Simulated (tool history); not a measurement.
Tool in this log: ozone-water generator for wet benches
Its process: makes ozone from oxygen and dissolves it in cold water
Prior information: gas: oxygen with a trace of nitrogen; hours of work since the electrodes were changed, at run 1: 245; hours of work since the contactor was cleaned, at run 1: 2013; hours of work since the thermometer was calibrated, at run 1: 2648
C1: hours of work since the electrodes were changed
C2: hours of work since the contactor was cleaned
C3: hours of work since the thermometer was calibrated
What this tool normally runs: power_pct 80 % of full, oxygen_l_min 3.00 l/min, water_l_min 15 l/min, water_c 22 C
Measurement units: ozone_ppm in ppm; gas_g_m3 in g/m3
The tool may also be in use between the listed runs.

run 1 hour=0.0 | power_pct=80 oxygen_l_min=3.00 water_l_min=15 water_c=22 | C1=245 C2=2013 C3=2648 | ozone_ppm=18.2 gas_g_m3=258.9
run 2 hour=35.7 | power_pct=80 oxygen_l_min=3.00 water_l_min=15 water_c=22 | C1=276 C2=2044 C3=2679 | ozone_ppm=18.3 gas_g_m3=257.0
run 3 hour=53.8 | power_pct=80 oxygen_l_min=3.00 water_l_min=15 water_c=22 | C1=292 C2=2060 C3=2695 | ozone_ppm=18.3 gas_g_m3=258.1
run 4 hour=69.0 | power_pct=80 oxygen_l_min=3.00 water_l_min=15 water_c=22 | C1=305 C2=2073 C3=2708 | ozone_ppm=18.6 gas_g_m3=257.5
run 5 hour=100.5 | power_pct=93 oxygen_l_min=3.00 water_l_min=15 water_c=22 | C1=333 C2=2101 C3=2736 | ozone_ppm=19.8 gas_g_m3=278.6
run 6 hour=128.4 | power_pct=93 oxygen_l_min=3.00 water_l_min=15 water_c=22 | C1=357 C2=2125 C3=2760 | ozone_ppm=20.0 gas_g_m3=278.2
run 7 hour=162.7 | power_pct=80 oxygen_l_min=3.00 water_l_min=15 water_c=22 | C1=387 C2=2155 C3=2791 | ozone_ppm=18.1 gas_g_m3=256.4
run 8 hour=183.9 | power_pct=80 oxygen_l_min=3.00 water_l_min=15 water_c=22 | C1=406 C2=2174 C3=2809 | ozone_ppm=18.0 gas_g_m3=258.3
run 9 hour=215.6 | power_pct=47 oxygen_l_min=3.00 water_l_min=15 water_c=22 | C1=434 C2=2202 C3=2837 | ozone_ppm=13.4 gas_g_m3=188.6
run 10 hour=238.4 | power_pct=80 oxygen_l_min=1.87 water_l_min=15 water_c=22 | C1=454 C2=2222 C3=2857 | ozone_ppm=15.8 gas_g_m3=299.3
run 11 hour=268.8 | power_pct=78 oxygen_l_min=3.00 water_l_min=15 water_c=22 | C1=480 C2=2249 C3=2884 | ozone_ppm=17.7 gas_g_m3=251.0
run 12 hour=292.4 | power_pct=80 oxygen_l_min=3.00 water_l_min=15 water_c=15 | C1=501 C2=2269 C3=2904 | ozone_ppm=19.7 gas_g_m3=254.3
run 13 hour=327.6 | power_pct=80 oxygen_l_min=3.00 water_l_min=15 water_c=15 | C1=532 C2=2300 C3=2935 | ozone_ppm=20.0 gas_g_m3=254.6
run 14 hour=359.5 | power_pct=80 oxygen_l_min=3.00 water_l_min=15 water_c=22 | C1=560 C2=2328 C3=2963 | ozone_ppm=18.1 gas_g_m3=257.3
-- hour=365.9 contactor cleaned
run 15 hour=390.0 | power_pct=80 oxygen_l_min=3.00 water_l_min=10 water_c=22 | C1=583 C2=21 C3=2986 | ozone_ppm=24.3 gas_g_m3=251.9
run 16 hour=410.5 | power_pct=50 oxygen_l_min=3.00 water_l_min=15 water_c=22 | C1=601 C2=39 C3=3004 | ozone_ppm=13.4 gas_g_m3=194.7
run 17 hour=431.9 | power_pct=100 oxygen_l_min=3.96 water_l_min=15 water_c=22 | C1=620 C2=58 C3=3023 | ozone_ppm=21.0 gas_g_m3=261.5
run 18 hour=453.5 | power_pct=100 oxygen_l_min=3.96 water_l_min=15 water_c=22 | C1=639 C2=77 C3=3042 | ozone_ppm=21.2 gas_g_m3=262.2
-- hour=488.8 contactor cleaned, once more
run 19 hour=491.5 | power_pct=80 oxygen_l_min=5.33 water_l_min=13 water_c=22 | C1=669 C2=2 C3=3072 | ozone_ppm=23.2 gas_g_m3=208.3
run 20 hour=507.8 | power_pct=84 oxygen_l_min=1.50 water_l_min=22 water_c=22 | C1=683 C2=17 C3=3086 | ozone_ppm=10.5 gas_g_m3=328.7
run 21 hour=535.6 | power_pct=84 oxygen_l_min=1.50 water_l_min=22 water_c=25 | C1=708 C2=41 C3=3111 | ozone_ppm=9.9 gas_g_m3=329.1
run 22 hour=564.3 | power_pct=84 oxygen_l_min=1.50 water_l_min=22 water_c=25 | C1=733 C2=66 C3=3136 | ozone_ppm=9.7 gas_g_m3=326.0
run 23 hour=599.4 | power_pct=84 oxygen_l_min=1.50 water_l_min=22 water_c=25 | C1=763 C2=97 C3=3167 | ozone_ppm=10.0 gas_g_m3=323.8
run 24 hour=614.7 | power_pct=67 oxygen_l_min=2.95 water_l_min=13 water_c=22 | C1=777 C2=110 C3=3180 | ozone_ppm=19.1 gas_g_m3=233.1
run 25 hour=639.0 | power_pct=67 oxygen_l_min=3.52 water_l_min=10 water_c=21 | C1=798 C2=132 C3=3201 | ozone_ppm=24.3 gas_g_m3=215.8
run 26 hour=664.8 | power_pct=80 oxygen_l_min=4.21 water_l_min=15 water_c=15 | C1=821 C2=154 C3=3224 | ozone_ppm=22.2 gas_g_m3=223.8
run 27 hour=679.5 | power_pct=98 oxygen_l_min=2.39 water_l_min=15 water_c=22 | C1=834 C2=167 C3=3237 | ozone_ppm=19.6 gas_g_m3=302.5
run 28 hour=713.1 | power_pct=98 oxygen_l_min=2.39 water_l_min=15 water_c=22 | C1=863 C2=197 C3=3266 | ozone_ppm=19.7 gas_g_m3=303.1
run 29 hour=734.9 | power_pct=99 oxygen_l_min=2.34 water_l_min=24 water_c=23 | C1=882 C2=216 C3=3286 | ozone_ppm=11.9 gas_g_m3=308.7
run 30 hour=765.3 | power_pct=67 oxygen_l_min=2.99 water_l_min=10 water_c=20 | C1=909 C2=243 C3=3312 | ozone_ppm=24.3 gas_g_m3=230.2
run 31 hour=792.1 | power_pct=76 oxygen_l_min=4.92 water_l_min=10 water_c=20 | C1=933 C2=266 C3=3336 | ozone_ppm=27.5 gas_g_m3=209.0
run 32 hour=820.3 | power_pct=95 oxygen_l_min=3.00 water_l_min=11 water_c=22 | C1=957 C2=291 C3=3361 | ozone_ppm=26.5 gas_g_m3=276.9

Hidden state or all else? Some run-to-run changes of ozone_ppm, split into what the settings, what came in and random variation would give without the hidden state, and what is left for the hidden state (with any gauge scatter that isn't in both results):
What the log doesn't record here: yield of the discharge, % of new electrodes'; contactor's efficiency, % of a clean one's; true water temperature over the reading, C; drift of the gauge itself on ozone_ppm, %; drift of the gauge itself on gas_g_m3, %.
Run 14 -> 15: water_l_min 15 -> 10, contactor cleaned. ozone_ppm +6.2 ppm: hidden state -1.2, all else +7.4.
Run 15 -> 16: power_pct 80 -> 50, water_l_min 10 -> 15. ozone_ppm -10.9 ppm: hidden state +1.2, all else -12.1.
Run 18 -> 19: power_pct 100 -> 80, oxygen_l_min 3.96 -> 5.33, water_l_min 15 -> 13, contactor cleaned, once more. ozone_ppm +2.0 ppm: hidden state +1.8, all else +0.2.
Run 19 -> 20: power_pct 80 -> 84, oxygen_l_min 5.33 -> 1.50, water_l_min 13 -> 22. ozone_ppm -12.7 ppm: hidden state +0.5, all else -13.2.
Run 29 -> 30: power_pct 99 -> 67, oxygen_l_min 2.34 -> 2.99, water_l_min 24 -> 10, water_c 23 -> 20. ozone_ppm +12.4 ppm: hidden state -0.6, all else +13.0.
